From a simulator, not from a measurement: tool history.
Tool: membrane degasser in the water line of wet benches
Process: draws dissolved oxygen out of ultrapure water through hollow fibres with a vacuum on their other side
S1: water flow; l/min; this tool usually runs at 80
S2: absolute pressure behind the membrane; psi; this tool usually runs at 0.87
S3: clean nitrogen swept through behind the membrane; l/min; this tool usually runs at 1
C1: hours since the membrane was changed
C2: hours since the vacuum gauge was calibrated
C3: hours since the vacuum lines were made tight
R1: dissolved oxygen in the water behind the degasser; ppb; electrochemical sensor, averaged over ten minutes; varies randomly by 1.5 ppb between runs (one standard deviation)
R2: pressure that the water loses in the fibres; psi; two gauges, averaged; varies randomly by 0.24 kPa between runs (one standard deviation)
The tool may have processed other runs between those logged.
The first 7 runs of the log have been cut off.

{"run": 8, "hour": 1792.5, "S1": 80, "S2": 0.87, "S3": 0.9, "C1": 1793, "C2": 2783, "C3": 3293, "R1": 390.2, "R2": 8.875}
{"run": 9, "hour": 1942.5, "S1": 80, "S2": 0.87, "S3": 0.9, "C1": 1942, "C2": 2933, "C3": 3443, "R1": 395, "R2": 8.885}
{"run": 10, "hour": 2161.3, "S1": 80, "S2": 0.87, "S3": 0.9, "C1": 2161, "C2": 3152, "C3": 3662, "R1": 393.4, "R2": 8.814}
{"hour": 2199.3, "done": "vacuum gauge calibrated"}
{"run": 11, "hour": 2493.9, "S1": 80, "S2": 0.87, "S3": 0.9, "C1": 2493, "C2": 295, "C3": 3994, "R1": 392.2, "R2": 8.85}
{"run": 12, "hour": 2696.7, "S1": 80, "S2": 0.87, "S3": 0.9, "C1": 2696, "C2": 497, "C3": 4197, "R1": 389.4, "R2": 8.853}
{"run": 13, "hour": 2847.8, "S1": 80, "S2": 0.87, "S3": 0.9, "C1": 2847, "C2": 648, "C3": 4348, "R1": 392.2, "R2": 8.943}
{"run": 14, "hour": 3169.2, "S1": 80, "S2": 0.87, "S3": 0.9, "C1": 3169, "C2": 970, "C3": 4669, "R1": 390.1, "R2": 8.892}
{"run": 15, "hour": 3481.8, "S1": 80, "S2": 0.87, "S3": 0.9, "C1": 3481, "C2": 1283, "C3": 4982, "R1": 390.7, "R2": 8.921}
{"run": 16, "hour": 3663.4, "S1": 80, "S2": 0.87, "S3": 0.9, "C1": 3663, "C2": 1464, "C3": 5163, "R1": 390.4, "R2": 8.872}
{"run": 17, "hour": 3838.9, "S1": 90, "S2": 0.944, "S3": 0.59, "C1": 3838, "C2": 1640, "C3": 5339, "R1": 622, "R2": 9.951}
{"hour": 4068.7, "done": "seals of the vacuum lines changed"}
{"run": 18, "hour": 4145.9, "S1": 90, "S2": 0.944, "S3": 0.59, "C1": 4143, "C2": 1945, "C3": 77, "R1": 619.5, "R2": 9.913}
{"hour": 4297.9, "done": "gauge calibrated"}
{"run": 19, "hour": 4405.3, "S1": 90, "S2": 0.944, "S3": 1, "C1": 4403, "C2": 2204, "C3": 337, "R1": 478, "R2": 9.945}
{"run": 20, "hour": 4610.5, "S1": 90, "S2": 0.944, "S3": 1, "C1": 4608, "C2": 2409, "C3": 542, "R1": 475.4, "R2": 10.029}
{"run": 21, "hour": 4763.1, "S1": 90, "S2": 0.944, "S3": 1, "C1": 4761, "C2": 2562, "C3": 694, "R1": 472.5, "R2": 9.997}
{"run": 22, "hour": 5011.7, "S1": 55, "S2": 2.033, "S3": 1.94, "C1": 5009, "C2": 2810, "C3": 943, "R1": 609.8, "R2": 6.11}
{"run": 23, "hour": 5246.3, "S1": 80, "S2": 0.796, "S3": 0.64, "C1": 5244, "C2": 3045, "C3": 1178, "R1": 399.4, "R2": 8.86}
{"hour": 5379.4, "done": "vacuum gauge calibrated"}
{"run": 24, "hour": 5502.5, "S1": 120, "S2": 0.87, "S3": 1.5, "C1": 5500, "C2": 123, "C3": 1433, "R1": 400.6, "R2": 13.283}
{"run": 25, "hour": 5700.3, "S1": 120, "S2": 0.87, "S3": 1.5, "C1": 5697, "C2": 321, "C3": 1631, "R1": 400.7, "R2": 13.341}
{"run": 26, "hour": 5867.4, "S1": 58, "S2": 1.527, "S3": 2.72, "C1": 5864, "C2": 488, "C3": 1798, "R1": 332.6, "R2": 6.431}
{"run": 27, "hour": 6017.7, "S1": 58, "S2": 1.527, "S3": 2.72, "C1": 6015, "C2": 638, "C3": 1948, "R1": 332.2, "R2": 6.477}
{"run": 28, "hour": 6216.4, "S1": 97, "S2": 0.592, "S3": 1.91, "C1": 6213, "C2": 837, "C3": 2147, "R1": 105.8, "R2": 10.727}
{"run": 29, "hour": 6399.9, "S1": 97, "S2": 0.605, "S3": 1.28, "C1": 6397, "C2": 1021, "C3": 2331, "R1": 143.7, "R2": 10.821}
{"run": 30, "hour": 6611.2, "S1": 97, "S2": 0.741, "S3": 1.39, "C1": 6608, "C2": 1232, "C3": 2542, "R1": 246.3, "R2": 10.852}
{"run": 31, "hour": 6807.2, "S1": 97, "S2": 0.741, "S3": 1.39, "C1": 6804, "C2": 1428, "C3": 2738, "R1": 245.1, "R2": 10.682}
{"run": 32, "hour": 6950.2, "S1": 97, "S2": 0.741, "S3": 1.39, "C1": 6947, "C2": 1571, "C3": 2881, "R1": 246.4, "R2": 10.736}

Here are 3 independent what-if runs from the current tool condition. What would each one return?
{"run": "A", "hour": 7180.0, "S1": 97, "S2": 0.741, "S3": 1.19, "C1": 7177, "C2": 1801, "C3": 3111, "R1": "?", "R2": "?"}
{"run": "B", "hour": 7180.0, "S1": 94, "S2": 0.87, "S3": 1, "C1": 7177, "C2": 1801, "C3": 3111, "R1": "?", "R2": "?"}
{"run": "C", "hour": 7180.0, "S1": 100, "S2": 1.8, "S3": 2.11, "C1": 7177, "C2": 1801, "C3": 3111, "R1": "?", "R2": "?"}

run=A R1=270 R2=10.779
run=B R1=412.8 R2=10.385
run=C R1=783.2 R2=11.106
With no hidden state in the tool, these same runs would have given:
run=A R1=274.9 R2=10.775
run=B R1=420.3 R2=10.38
run=C R1=797.5 R2=11.1
